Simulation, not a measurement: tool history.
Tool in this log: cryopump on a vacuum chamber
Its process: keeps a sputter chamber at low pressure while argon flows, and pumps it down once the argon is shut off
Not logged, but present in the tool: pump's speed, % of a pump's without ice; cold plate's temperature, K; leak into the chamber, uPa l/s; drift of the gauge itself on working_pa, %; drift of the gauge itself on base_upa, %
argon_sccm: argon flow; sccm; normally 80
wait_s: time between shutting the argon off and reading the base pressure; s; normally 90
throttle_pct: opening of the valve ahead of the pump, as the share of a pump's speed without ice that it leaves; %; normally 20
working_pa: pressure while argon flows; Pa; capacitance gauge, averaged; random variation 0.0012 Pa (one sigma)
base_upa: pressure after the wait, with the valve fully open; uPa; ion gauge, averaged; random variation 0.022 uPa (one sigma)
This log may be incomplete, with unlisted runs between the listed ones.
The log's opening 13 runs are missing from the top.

| run | hour | argon_sccm | wait_s | throttle_pct | hours of work since the pump was warmed up and emptied | hours of work since the cold head was overhauled | hours of work since the chamber's fittings were tightened | working_pa | base_upa |
|---|---|---|---|---|---|---|---|---|---|
| 14 | 297.0 | 52 | 90 | 20 | 155 | 492 | 1408 | 0.1879 | 1.03 |
| 15 | 324.7 | 52 | 90 | 20 | 174 | 511 | 1427 | 0.1880 | 1.07 |
| 16 | 338.9 | 80 | 90 | 40 | 183 | 521 | 1436 | 0.1503 | 0.99 |
| 17 | 367.6 | 80 | 90 | 40 | 203 | 541 | 1456 | 0.1528 | 1.07 |
| 18 | 380.8 | 80 | 90 | 40 | 212 | 550 | 1465 | 0.1519 | 1.06 |
| 19 | 398.9 | 80 | 90 | 40 | 224 | 562 | 1477 | 0.1522 | 1.10 |
| 20 | 426.9 | 142 | 90 | 16 | 244 | 581 | 1497 | 0.6473 | 1.09 |
| 21 | 448.8 | 142 | 90 | 16 | 259 | 596 | 1512 | 0.6516 | 1.13 |
| 22 | 462.0 | 142 | 90 | 16 | 268 | 605 | 1520 | 0.6513 | 1.11 |
| 23 | 483.2 | 80 | 26 | 20 | 282 | 620 | 1535 | 0.2990 | 2.44 |
| 24 | 504.5 | 114 | 262 | 34 | 297 | 634 | 1550 | 0.2633 | 0.81 |
| 25 | 519.8 | 80 | 134 | 20 | 307 | 645 | 1560 | 0.2998 | 1.01 |
| 26 | 539.3 | 114 | 41 | 28 | 320 | 658 | 1573 | 0.3150 | 1.84 |
|  | 570.1 | pump warmed up, emptied and cooled again |
| 27 | 573.4 | 114 | 41 | 28 | 2 | 678 | 1593 | 0.2857 | 1.67 |
| 28 | 598.7 | 109 | 100 | 21 | 20 | 695 | 1611 | 0.3690 | 0.99 |
| 29 | 628.4 | 120 | 86 | 23 | 40 | 716 | 1631 | 0.3710 | 1.07 |
| 30 | 646.4 | 158 | 254 | 19 | 52 | 728 | 1643 | 0.5884 | 0.69 |
| 31 | 669.1 | 101 | 90 | 20 | 68 | 744 | 1659 | 0.3593 | 1.03 |
| 32 | 689.4 | 80 | 218 | 24 | 82 | 758 | 1673 | 0.2375 | 0.77 |
| 33 | 712.4 | 131 | 56 | 46 | 97 | 773 | 1688 | 0.2078 | 1.36 |

Below are 4 alternative next runs, each starting from the tool's condition after run 33. Predict each:
| A | 732.5 | 40 | 90 | 20 | 111 | 787 | 1702 | ? | ? |
| B | 732.5 | 80 | 90 | 26 | 111 | 787 | 1702 | ? | ? |
| C | 732.5 | 80 | 26 | 20 | 111 | 787 | 1702 | ? | ? |
| D | 732.5 | 75 | 78 | 33 | 111 | 787 | 1702 | ? | ? |

| run | working_pa | base_upa |
|---|---|---|
| A | 0.1427 | 1.07 |
| B | 0.2239 | 1.10 |
| C | 0.2884 | 2.34 |
| D | 0.1649 | 1.17 |
What these runs would have given with no unlogged condition in the tool:
| run | working_pa | base_upa |
|---|---|---|
| A | 0.1393 | 0.63 |
| B | 0.2171 | 0.65 |
| C | 0.2816 | 1.90 |
| D | 0.1586 | 0.72 |
